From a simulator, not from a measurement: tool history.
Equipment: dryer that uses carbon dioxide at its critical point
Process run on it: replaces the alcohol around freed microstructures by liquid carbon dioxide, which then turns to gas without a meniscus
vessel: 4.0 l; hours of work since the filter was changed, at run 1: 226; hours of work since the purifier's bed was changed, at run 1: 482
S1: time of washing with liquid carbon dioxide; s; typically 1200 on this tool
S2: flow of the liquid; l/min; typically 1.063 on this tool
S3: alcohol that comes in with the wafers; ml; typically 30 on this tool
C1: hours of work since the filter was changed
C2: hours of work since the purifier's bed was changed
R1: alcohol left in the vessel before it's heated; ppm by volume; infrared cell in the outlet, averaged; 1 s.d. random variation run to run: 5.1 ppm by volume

{"run": 1, "hour": 0.0, "S1": 1200, "S2": 1.063, "S3": 30, "C1": 226, "C2": 482, "R1": 180}
{"run": 2, "hour": 14.0, "S1": 1200, "S2": 1.063, "S3": 30, "C1": 233, "C2": 488, "R1": 168}
{"run": 3, "hour": 28.3, "S1": 1440, "S2": 1.063, "S3": 30, "C1": 239, "C2": 494, "R1": 129}
{"run": 4, "hour": 51.6, "S1": 1200, "S2": 1.063, "S3": 81, "C1": 249, "C2": 504, "R1": 324}
{"run": 5, "hour": 82.2, "S1": 1200, "S2": 1.063, "S3": 101, "C1": 262, "C2": 517, "R1": 391}
{"run": 6, "hour": 106.0, "S1": 1200, "S2": 1.063, "S3": 101, "C1": 272, "C2": 528, "R1": 388}
{"run": 7, "hour": 135.9, "S1": 1200, "S2": 1.063, "S3": 101, "C1": 285, "C2": 540, "R1": 389}
{"run": 8, "hour": 153.5, "S1": 1200, "S2": 1.063, "S3": 101, "C1": 293, "C2": 548, "R1": 407}
{"run": 9, "hour": 176.2, "S1": 1200, "S2": 1.063, "S3": 101, "C1": 303, "C2": 558, "R1": 394}
{"run": 10, "hour": 200.6, "S1": 1200, "S2": 1.063, "S3": 101, "C1": 313, "C2": 569, "R1": 417}
{"run": 11, "hour": 217.7, "S1": 1200, "S2": 1.063, "S3": 30, "C1": 321, "C2": 576, "R1": 196}
{"run": 12, "hour": 245.2, "S1": 840, "S2": 0.74, "S3": 31, "C1": 333, "C2": 588, "R1": 1048}
{"run": 13, "hour": 275.4, "S1": 840, "S2": 0.74, "S3": 31, "C1": 346, "C2": 601, "R1": 1060}
{"run": 14, "hour": 299.1, "S1": 840, "S2": 0.74, "S3": 31, "C1": 356, "C2": 611, "R1": 1059}
{"run": 15, "hour": 327.2, "S1": 840, "S2": 0.74, "S3": 31, "C1": 368, "C2": 623, "R1": 1102}
{"hour": 337.0, "done": "inlet filter changed"}
{"run": 16, "hour": 348.9, "S1": 1020, "S2": 1.23, "S3": 45, "C1": 5, "C2": 632, "R1": 229}
{"run": 17, "hour": 380.0, "S1": 1020, "S2": 1.23, "S3": 45, "C1": 19, "C2": 646, "R1": 229}
{"run": 18, "hour": 402.6, "S1": 1800, "S2": 0.66, "S3": 30, "C1": 28, "C2": 656, "R1": 243}
{"run": 19, "hour": 431.1, "S1": 840, "S2": 1.063, "S3": 23, "C1": 41, "C2": 668, "R1": 346}
{"run": 20, "hour": 456.2, "S1": 840, "S2": 1.063, "S3": 23, "C1": 52, "C2": 679, "R1": 342}
{"run": 21, "hour": 471.4, "S1": 840, "S2": 0.72, "S3": 87, "C1": 58, "C2": 685, "R1": 2635}

Branching from run 21: 5 alternative next runs. What would each branch give?
{"run": "A", "hour": 499.9, "S1": 840, "S2": 0.72, "S3": 46, "C1": 71, "C2": 698, "R1": "?"}
{"run": "B", "hour": 499.9, "S1": 1440, "S2": 1.72, "S3": 30, "C1": 71, "C2": 698, "R1": "?"}
{"run": "C", "hour": 499.9, "S1": 1680, "S2": 1.71, "S3": 87, "C1": 71, "C2": 698, "R1": "?"}
{"run": "D", "hour": 499.9, "S1": 1200, "S2": 1.063, "S3": 103, "C1": 71, "C2": 698, "R1": "?"}
{"run": "E", "hour": 499.9, "S1": 1200, "S2": 1.14, "S3": 29, "C1": 71, "C2": 698, "R1": "?"}

run=A R1=1479
run=B R1=130
run=C R1=132
run=D R1=379
run=E R1=192
With the hidden condition removed and each run's random variation left untouched, the same runs would have given:
run=A R1=1324
run=B R1=4
run=C R1=10
run=D R1=242
run=E R1=63

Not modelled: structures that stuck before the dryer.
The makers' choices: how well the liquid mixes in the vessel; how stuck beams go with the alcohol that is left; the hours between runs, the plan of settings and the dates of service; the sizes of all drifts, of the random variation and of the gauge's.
